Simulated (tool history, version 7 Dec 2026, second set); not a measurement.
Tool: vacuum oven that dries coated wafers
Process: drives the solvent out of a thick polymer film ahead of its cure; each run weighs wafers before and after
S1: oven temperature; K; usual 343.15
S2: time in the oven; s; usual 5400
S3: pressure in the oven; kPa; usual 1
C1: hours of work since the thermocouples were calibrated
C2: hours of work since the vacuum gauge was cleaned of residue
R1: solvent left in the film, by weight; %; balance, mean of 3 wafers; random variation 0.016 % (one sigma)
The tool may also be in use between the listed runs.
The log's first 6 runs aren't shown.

Run 7, hour 77.3: usual settings but S2 6480 s; C1 18; C2 477. Result: R1 0.67 %.
Run 8, hour 93.3: usual settings but S2 6480 s; C1 28; C2 488. Result: R1 0.66 %.
Run 9, hour 102.8: usual settings but S2 6480 s; C1 35; C2 495. Result: R1 0.69 %.
Run 10, hour 111.8: usual settings but S2 6480 s; C1 41; C2 501. Result: R1 0.65 %.
Run 11, hour 131.6: usual settings but S2 6480 s; C1 55; C2 514. Result: R1 0.67 %.
Run 12, hour 151.2: usual settings; C1 68; C2 528. Result: R1 0.91 %.
Run 13, hour 168.7: usual settings; C1 80; C2 540. Result: R1 0.9 %.
At hour 171.7: vacuum gauge cleaned of residue and calibrated.
Run 14, hour 180.2: usual settings but S1 352.15 K; C1 87; C2 6. Result: R1 0.3 %.
Run 15, hour 199: usual settings but S1 352.15 K; C1 100; C2 19. Result: R1 0.35 %.
Run 16, hour 209.6: usual settings; C1 107; C2 26. Result: R1 0.93 %.
At hour 221.9: vacuum gauge cleaned of residue and calibrated, once more.
Run 17, hour 227: usual settings but S1 345.15 K; C1 118; C2 3. Result: R1 0.58 %.
Run 18, hour 241: usual settings; C1 127; C2 13. Result: R1 0.82 %.
Run 19, hour 251.2: usual settings but S1 349.15 K, S3 0.53 kPa; C1 134; C2 20. Result: R1 0.2 %.

The next listed run, before its measurement:
Run 20, hour 260.3: usual settings but S1 344.15 K, S2 8400 s; C1 140; C2 26. Result: R1 ?.

{"run 20": {"R1": 0.38}}
Without the tool's hidden state the same run would have given R1 0.38 %.
